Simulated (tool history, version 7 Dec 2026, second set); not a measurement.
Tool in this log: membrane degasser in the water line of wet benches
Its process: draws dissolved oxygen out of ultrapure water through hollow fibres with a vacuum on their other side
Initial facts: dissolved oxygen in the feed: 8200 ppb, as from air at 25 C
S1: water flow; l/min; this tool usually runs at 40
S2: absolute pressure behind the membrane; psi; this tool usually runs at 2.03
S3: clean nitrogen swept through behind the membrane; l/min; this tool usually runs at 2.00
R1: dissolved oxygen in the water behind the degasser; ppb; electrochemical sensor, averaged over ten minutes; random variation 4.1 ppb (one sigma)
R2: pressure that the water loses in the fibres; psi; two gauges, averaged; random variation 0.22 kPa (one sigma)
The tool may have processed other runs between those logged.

run    hour  S1    S2    S3     R1     R2
  1     0.0  40  2.03  2.00  565.9  7.638
  2   187.6  40  2.03  2.00  561.2  7.639
  3   349.6  40  2.03  2.00  566.3  7.620
  4   469.5  40  2.03  1.43  699.4  7.651
  5   740.9  40  2.03  2.00  556.0  7.604
  6   894.0  40  2.03  2.00  568.7  7.604
  7  1056.6  40  2.03  2.00  552.7  7.694
  8  1341.0  40  2.03  2.00  559.4  7.693
  9  1545.6  40  2.03  2.00  562.1  7.681
     1649.3  -- vacuum gauge calibrated
 10  1695.1  40  2.03  2.00  568.7  7.617
 11  1977.1  40  2.03  2.77  455.1  7.651
 12  2151.3  40  2.03  2.00  559.3  7.706
 13  2330.2  40  2.03  2.00  562.9  7.745
 14  2551.3  40  2.03  2.00  565.1  7.745
 15  2746.9  40  2.03  2.00  563.0  7.738
 16  2999.1  40  1.62  2.00  452.0  7.722
 17  3236.5  40  2.03  0.86  989.7  7.820
 18  3382.9  40  2.03  0.86  986.8  7.775
     3573.9  -- gauge calibrated
     3575.9  -- seals of the vacuum lines changed
 19  3673.8  24  1.90  2.39  248.0  4.560
 20  3923.9  24  1.90  2.39  250.3  4.580
 21  4198.8  24  1.90  2.39  247.1  4.582
 22  4361.5  37  2.26  4.41  332.9  7.062
 23  4619.8  37  2.26  4.41  326.3  7.082
 24  4758.3  37  2.26  4.41  326.7  7.142
 25  4940.4  35  2.26  4.41  309.1  6.715
 26  5152.2  26  2.54  2.00  440.2  5.014
 27  5401.8  40  2.87  5.68  376.8  7.667
 28  5597.3  40  2.87  5.68  383.3  7.755
 29  5842.4  32  1.45  2.00  296.0  6.183
 30  6042.0  32  1.45  2.00  302.8  6.189

Below, some changes in R2 between adjacent runs. For each, the amount present without the hidden state too (settings, incoming material, random variation) and the amount remaining for the hidden state with gauge scatter not shared by both compared results:
The tool's hidden condition here consists of: membrane still open, %; true pressure behind the membrane over the reading, kPa; air that leaks in behind the membrane, l/min; drift of the gauge itself on oxygen_ppb, %; drift of the gauge itself on loss_of_pressure_kpa, %.
Run 18 -> 19: S1 40 -> 24, S2 2.03 -> 1.90, S3 0.86 -> 2.39, gauge calibrated, seals of the vacuum lines changed. R2 -3.215 psi: hidden state -0.158, all else -3.057.
Run 21 -> 22: S1 24 -> 37, S2 1.90 -> 2.26, S3 2.39 -> 4.41. R2 +2.480 psi: hidden state +0.017, all else +2.463.
Run 26 -> 27: S1 26 -> 40, S2 2.54 -> 2.87, S3 2.00 -> 5.68. R2 +2.653 psi: hidden state +0.039, all else +2.614.
